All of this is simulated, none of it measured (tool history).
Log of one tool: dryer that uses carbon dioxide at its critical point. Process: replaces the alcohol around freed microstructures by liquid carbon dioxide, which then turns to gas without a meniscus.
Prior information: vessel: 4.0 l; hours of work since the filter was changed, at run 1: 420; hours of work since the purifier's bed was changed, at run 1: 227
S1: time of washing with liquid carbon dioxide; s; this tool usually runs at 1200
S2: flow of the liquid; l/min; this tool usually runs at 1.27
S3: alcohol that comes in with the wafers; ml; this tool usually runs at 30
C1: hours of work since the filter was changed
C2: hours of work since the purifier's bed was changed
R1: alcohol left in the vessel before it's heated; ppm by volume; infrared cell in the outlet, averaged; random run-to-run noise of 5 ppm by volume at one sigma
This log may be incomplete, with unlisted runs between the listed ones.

Run 1, hour 0: usual settings; C1 420; C2 227. Result: R1 79 ppm by volume.
Run 2, hour 15.1: usual settings; C1 426; C2 234. Result: R1 70 ppm by volume.
Run 3, hour 33.7: usual settings but S2 0.98 l/min; C1 434; C2 242. Result: R1 169 ppm by volume.
Run 4, hour 44.3: usual settings but S2 0.98 l/min; C1 439; C2 246. Result: R1 167 ppm by volume.
Run 5, hour 56.4: usual settings but S2 0.98 l/min; C1 444; C2 252. Result: R1 167 ppm by volume.
Run 6, hour 71.2: usual settings but S2 0.98 l/min; C1 451; C2 258. Result: R1 171 ppm by volume.
Run 7, hour 82: usual settings but S3 32 ml; C1 455; C2 263. Result: R1 82 ppm by volume.
Run 8, hour 93.4: usual settings but S2 1.26 l/min; C1 460; C2 268. Result: R1 77 ppm by volume.
Run 9, hour 117.1: usual settings but S2 1.26 l/min; C1 470; C2 278. Result: R1 86 ppm by volume.
Run 10, hour 128.1: usual settings; C1 475; C2 283. Result: R1 74 ppm by volume.
Run 11, hour 137.7: usual settings; C1 479; C2 287. Result: R1 89 ppm by volume.
Run 12, hour 153.3: usual settings; C1 486; C2 293. Result: R1 86 ppm by volume.
Run 13, hour 169.8: usual settings; C1 493; C2 301. Result: R1 85 ppm by volume.
Run 14, hour 180: usual settings; C1 498; C2 305. Result: R1 85 ppm by volume.
Run 15, hour 197.3: usual settings; C1 505; C2 312. Result: R1 87 ppm by volume.
At hour 210.6: inlet filter changed.
Run 16, hour 211.8: usual settings; C1 0; C2 318. Result: R1 61 ppm by volume.
Run 17, hour 227.5: usual settings; C1 7; C2 325. Result: R1 68 ppm by volume.
Run 18, hour 242.4: usual settings; C1 14; C2 332. Result: R1 64 ppm by volume.
Run 19, hour 255.8: usual settings; C1 19; C2 337. Result: R1 56 ppm by volume.
Run 20, hour 273.6: usual settings; C1 27; C2 345. Result: R1 68 ppm by volume.
Run 21, hour 295.7: usual settings; C1 37; C2 355. Result: R1 64 ppm by volume.
Run 22, hour 316.5: usual settings but S1 780 s; C1 46; C2 364. Result: R1 241 ppm by volume.
Run 23, hour 337.8: usual settings; C1 55; C2 373. Result: R1 64 ppm by volume.
Run 24, hour 352.3: usual settings; C1 61; C2 379. Result: R1 67 ppm by volume.
Run 25, hour 371.8: usual settings but S1 780 s, S2 1.31 l/min; C1 70; C2 387. Result: R1 221 ppm by volume.
Run 26, hour 385.7: usual settings but S2 0.79 l/min, S3 29 ml; C1 76; C2 393. Result: R1 252 ppm by volume.
Run 27, hour 404.5: usual settings but S2 1.18 l/min, S3 87 ml; C1 84; C2 402. Result: R1 166 ppm by volume.
Run 28, hour 421.5: usual settings but S2 1.18 l/min, S3 87 ml; C1 91; C2 409. Result: R1 173 ppm by volume.
Run 29, hour 435: usual settings but S1 1380 s, S2 1.31 l/min, S3 50 ml; C1 97; C2 415. Result: R1 65 ppm by volume.
Run 30, hour 458.4: usual settings but S2 1.68 l/min, S3 50 ml; C1 107; C2 425. Result: R1 46 ppm by volume.
Run 31, hour 468.5: usual settings but S2 1.68 l/min, S3 50 ml; C1 111; C2 429. Result: R1 57 ppm by volume.
Run 32, hour 485.7: usual settings but S2 0.88 l/min, S3 113 ml; C1 119; C2 437. Result: R1 633 ppm by volume.
Run 33, hour 497.9: usual settings but S3 28 ml; C1 124; C2 442. Result: R1 78 ppm by volume.
Run 34, hour 515.9: usual settings but S3 28 ml; C1 132; C2 450. Result: R1 70 ppm by volume.
Run 35, hour 539.7: usual settings but S3 28 ml; C1 142; C2 460. Result: R1 79 ppm by volume.
Run 36, hour 560: usual settings but S1 1320 s, S3 28 ml; C1 151; C2 469. Result: R1 69 ppm by volume.
Run 37, hour 582.6: usual settings but S1 1320 s, S3 28 ml; C1 161; C2 478. Result: R1 72 ppm by volume.
Run 38, hour 599.5: usual settings but S1 900 s, S2 0.87 l/min, S3 97 ml; C1 168; C2 486. Result: R1 1450 ppm by volume.
Run 39, hour 611.7: usual settings but S1 900 s, S2 1.01 l/min, S3 36 ml; C1 173; C2 491. Result: R1 401 ppm by volume.
Run 40, hour 629.3: usual settings but S1 900 s, S2 1.01 l/min, S3 36 ml; C1 181; C2 499. Result: R1 398 ppm by volume.
Run 41, hour 642.3: usual settings but S1 1860 s, S2 2.04 l/min, S3 37 ml; C1 186; C2 504. Result: R1 48 ppm by volume.
Run 42, hour 660.2: usual settings but S1 1380 s, S2 0.85 l/min, S3 31 ml; C1 194; C2 512. Result: R1 164 ppm by volume.
Run 43, hour 679.7: usual settings but S1 1380 s, S2 0.85 l/min, S3 31 ml; C1 203; C2 520. Result: R1 171 ppm by volume.
Run 44, hour 695: usual settings but S1 900 s; C1 209; C2 527. Result: R1 187 ppm by volume.
Run 45, hour 716.5: usual settings but S1 900 s; C1 218; C2 536. Result: R1 187 ppm by volume.
Run 46, hour 737.9: usual settings but S1 960 s, S2 0.82 l/min; C1 228; C2 546. Result: R1 505 ppm by volume.

What if the next run were any one of these 5? Each begins from the tool's condition after run 46:
Run A, hour 756.9: usual settings but S1 960 s, S2 0.82 l/min, S3 21 ml; C1 236; C2 554. Result: R1 ?.
Run B, hour 756.9: usual settings but S2 0.91 l/min, S3 29 ml; C1 236; C2 554. Result: R1 ?.
Run C, hour 756.9: usual settings but S1 780 s, S2 1.11 l/min, S3 91 ml; C1 236; C2 554. Result: R1 ?.
Run D, hour 756.9: usual settings but S1 1440 s, S2 1.51 l/min, S3 89 ml; C1 236; C2 554. Result: R1 ?.
Run E, hour 756.9: usual settings but S1 1560 s, S2 2.02 l/min, S3 47 ml; C1 236; C2 554. Result: R1 ?.

run    R1
  A   378
  B   193
  C  1129
  D    58
  E    52
With the hidden condition removed and each run's random variation left untouched, the same runs would have given:
run   R1
  A  277
  B  113
  C  894
  D    4
  E    2
